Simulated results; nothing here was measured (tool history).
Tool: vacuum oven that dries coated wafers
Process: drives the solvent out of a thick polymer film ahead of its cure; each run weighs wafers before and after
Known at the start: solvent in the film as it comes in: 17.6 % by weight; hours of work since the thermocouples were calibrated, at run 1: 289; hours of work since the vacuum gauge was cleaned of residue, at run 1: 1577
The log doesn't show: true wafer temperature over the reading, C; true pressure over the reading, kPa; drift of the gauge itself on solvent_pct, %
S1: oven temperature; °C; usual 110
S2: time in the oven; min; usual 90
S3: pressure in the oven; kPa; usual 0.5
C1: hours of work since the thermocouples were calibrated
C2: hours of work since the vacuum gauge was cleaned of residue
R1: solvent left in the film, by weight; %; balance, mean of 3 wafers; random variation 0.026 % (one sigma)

run   hour   S1  S2    S3   C1    C2    R1
  1      0  110  90   0.5  289  1577  1.36
  2   57.3  110  90   0.5  330  1617  1.33
  3  116.5  110  90   0.5  372  1659  1.36
  4    155  110  90   0.5  399  1686  1.35
  5    222  110  90  0.58  446  1734  1.39
  6  284.4  110  90  0.58  490  1778  1.39
  7  344.8  110  90  0.58  533  1820  1.44
  8  376.6  110  90  0.58  555  1843  1.46

Forecast run 9:
  9  434.7  117  60  1.219  596  1884   ?

R1: 1.82 %
Without the tool's hidden state the same run would have given R1 1.61 %.

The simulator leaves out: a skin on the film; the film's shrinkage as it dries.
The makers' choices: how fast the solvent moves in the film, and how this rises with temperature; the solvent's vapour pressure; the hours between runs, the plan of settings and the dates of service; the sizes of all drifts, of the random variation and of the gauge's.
